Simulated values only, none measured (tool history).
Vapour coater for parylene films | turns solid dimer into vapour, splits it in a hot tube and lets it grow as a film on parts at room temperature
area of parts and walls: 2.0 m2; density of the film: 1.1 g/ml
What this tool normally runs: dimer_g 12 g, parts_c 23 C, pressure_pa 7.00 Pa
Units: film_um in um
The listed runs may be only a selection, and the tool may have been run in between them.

run	hour	dimer_g	parts_c	pressure_pa	film_um
1	0.0	12	23	7.00	3.16
2	40.8	12	23	7.00	3.16
3	73.8	20	23	7.00	5.27
4	94.0	20	23	7.00	5.26
5	126.8	12	23	7.00	3.16
6	149.3	12	23	11.79	2.89
7	170.5	20	23	7.00	5.27
8	207.7	12	21	7.00	3.44
9	240.1	12	21	7.00	3.43
10	258.7	12	21	7.00	3.41
11	303.6	12	21	7.00	3.42
12	336.5	12	25	7.00	2.88
13	374.5	12	23	7.00	3.18
14	402.8	12	23	7.00	3.13
15	442.5	12	23	7.00	3.15
16	466.8	12	23	7.00	3.10
17	500.1	12	23	7.00	3.18
18	524.4	12	23	4.89	3.30
19	546.3	12	23	7.00	3.15
20	585.2	7	23	7.00	1.82
21	627.7	7	23	7.00	1.85
22	656.7	12	20	7.00	3.60
23	679.5	12	23	6.51	3.18
24	703.9	12	23	6.51	3.17
25	733.6	6	21	3.65	1.86
26	758.1	6	31	3.65	1.20
27	778.2	10	31	3.65	2.03
28	818.0	13	23	2.79	3.91
29	852.3	12	24	2.94	3.43
30	891.9	12	23	9.06	3.02
31	911.4	12	23	7.04	3.15
32	960.2	12	20	2.34	4.21
33	988.5	9	23	10.28	2.22
34	1015.9	12	15	7.00	4.48
35	1038.4	6	19	3.44	2.10
36	1080.8	12	28	2.16	2.97
37	1122.4	8	22	2.16	2.58
38	1143.9	8	22	2.16	2.61
39	1185.8	13	23	3.35	3.78
40	1221.4	22	23	7.00	5.73
41	1254.8	21	20	11.71	5.86
42	1293.1	10	18	7.51	3.24
43	1316.3	12	17	2.84	4.65
44	1352.3	12	17	2.84	4.69
45	1378.9	10	19	2.81	3.57
46	1400.5	12	19	7.00	3.76
47	1436.3	12	19	7.00	3.74

Between the runs listed above, the log contained 4 entries, not reproduced here. Where in the sequence does each belong, and how does what the log doesn't record of the tool's condition differ from the listed run before to the listed run after?
Runs 2 to 3: trap's valve overhauled (hour 64.2)
  vapour lost through the trap's worn valve, %: 0.4 -> 0; true temperature of the parts over the reading, C: 0 -> -0.01
Runs 16 to 17: trap's valve overhauled (hour 496.2)
  vapour lost through the trap's worn valve, %: 0.4 -> 0
Runs 31 to 32: trap's valve overhauled (hour 927.6)
  vapour lost through the trap's worn valve, %: 0.4 -> 0
Runs 44 to 45: trap's valve overhauled (hour 1359.1)
  vapour lost through the trap's worn valve, %: 0.4 -> 0
